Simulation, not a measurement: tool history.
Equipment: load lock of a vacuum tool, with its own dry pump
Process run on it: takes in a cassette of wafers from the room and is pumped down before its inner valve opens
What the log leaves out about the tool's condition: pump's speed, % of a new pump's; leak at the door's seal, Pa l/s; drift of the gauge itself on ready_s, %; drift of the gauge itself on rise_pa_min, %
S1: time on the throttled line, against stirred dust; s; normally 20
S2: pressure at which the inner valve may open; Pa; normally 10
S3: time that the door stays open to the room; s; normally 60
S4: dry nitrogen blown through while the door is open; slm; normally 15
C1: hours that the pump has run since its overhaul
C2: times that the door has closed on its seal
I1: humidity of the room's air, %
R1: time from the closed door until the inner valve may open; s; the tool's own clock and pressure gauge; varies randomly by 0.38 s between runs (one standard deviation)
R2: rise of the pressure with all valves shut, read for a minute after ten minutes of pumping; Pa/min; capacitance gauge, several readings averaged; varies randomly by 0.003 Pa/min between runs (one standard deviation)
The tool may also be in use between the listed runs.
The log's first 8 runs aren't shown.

{"run": 9, "hour": 1010.6, "S1": 20, "S2": 10, "S3": 60, "S4": 17, "C1": 4634, "C2": 1503, "I1": 46.9, "R1": 53.5, "R2": 0.027}
{"run": 10, "hour": 1137.0, "S1": 20, "S2": 10, "S3": 60, "S4": 17, "C1": 4760, "C2": 1640, "I1": 47.5, "R1": 53.6, "R2": 0.029}
{"run": 11, "hour": 1313.3, "S1": 20, "S2": 10, "S3": 60, "S4": 5, "C1": 4936, "C2": 1830, "I1": 48.1, "R1": 53.0, "R2": 0.036}
{"run": 12, "hour": 1453.5, "S1": 20, "S2": 10, "S3": 60, "S4": 5, "C1": 5076, "C2": 1982, "I1": 45.9, "R1": 53.5, "R2": 0.036}
{"run": 13, "hour": 1587.0, "S1": 20, "S2": 10, "S3": 60, "S4": 5, "C1": 5210, "C2": 2126, "I1": 46.7, "R1": 53.2, "R2": 0.036}
{"run": 14, "hour": 1716.7, "S1": 20, "S2": 10, "S3": 60, "S4": 5, "C1": 5340, "C2": 2267, "I1": 46.4, "R1": 53.4, "R2": 0.035}
{"run": 15, "hour": 1793.8, "S1": 20, "S2": 10, "S3": 60, "S4": 5, "C1": 5417, "C2": 2350, "I1": 45.6, "R1": 53.4, "R2": 0.037}
{"run": 16, "hour": 1879.5, "S1": 28, "S2": 10, "S3": 60, "S4": 15, "C1": 5502, "C2": 2443, "I1": 48.4, "R1": 59.1, "R2": 0.041}
{"run": 17, "hour": 2053.7, "S1": 28, "S2": 16, "S3": 60, "S4": 15, "C1": 5677, "C2": 2631, "I1": 41.5, "R1": 57.4, "R2": 0.031}
{"run": 18, "hour": 2170.6, "S1": 28, "S2": 16, "S3": 60, "S4": 15, "C1": 5794, "C2": 2758, "I1": 43.8, "R1": 56.5, "R2": 0.034}
{"run": 19, "hour": 2318.3, "S1": 20, "S2": 10, "S3": 60, "S4": 15, "C1": 5941, "C2": 2918, "I1": 44.8, "R1": 54.4, "R2": 0.034}
{"run": 20, "hour": 2439.8, "S1": 20, "S2": 13, "S3": 60, "S4": 15, "C1": 6063, "C2": 3049, "I1": 43.3, "R1": 51.8, "R2": 0.034}
{"run": 21, "hour": 2571.7, "S1": 18, "S2": 13, "S3": 31, "S4": 13, "C1": 6195, "C2": 3192, "I1": 44.3, "R1": 50.8, "R2": 0.024}
{"run": 22, "hour": 2688.5, "S1": 17, "S2": 13, "S3": 31, "S4": 13, "C1": 6311, "C2": 3318, "I1": 43.7, "R1": 49.7, "R2": 0.028}
{"run": 23, "hour": 2842.2, "S1": 20, "S2": 10, "S3": 182, "S4": 15, "C1": 6465, "C2": 3485, "I1": 46.7, "R1": 53.6, "R2": 0.05}
{"run": 24, "hour": 3020.1, "S1": 20, "S2": 10, "S3": 33, "S4": 5, "C1": 6643, "C2": 3677, "I1": 47.0, "R1": 53.2, "R2": 0.038}
{"run": 25, "hour": 3182.6, "S1": 20, "S2": 10, "S3": 33, "S4": 5, "C1": 6805, "C2": 3853, "I1": 42.8, "R1": 53.9, "R2": 0.038}
{"run": 26, "hour": 3353.0, "S1": 20, "S2": 10, "S3": 131, "S4": 15, "C1": 6976, "C2": 4037, "I1": 44.4, "R1": 53.9, "R2": 0.049}
{"run": 27, "hour": 3494.7, "S1": 20, "S2": 10, "S3": 131, "S4": 15, "C1": 7118, "C2": 4191, "I1": 43.6, "R1": 54.4, "R2": 0.044}

Expected results for the next run?
{"run": 28, "hour": 3626.3, "S1": 20, "S2": 12, "S3": 54, "S4": 15, "C1": 7249, "C2": 4333, "I1": 48.6, "R1": "?", "R2": "?"}

R1: 52.6 s
R2: 0.039 Pa/min
Were there no unlogged condition in the tool, this run, its random variation unchanged, would have produced R1 50.7 s, R2 0.020 Pa/min.
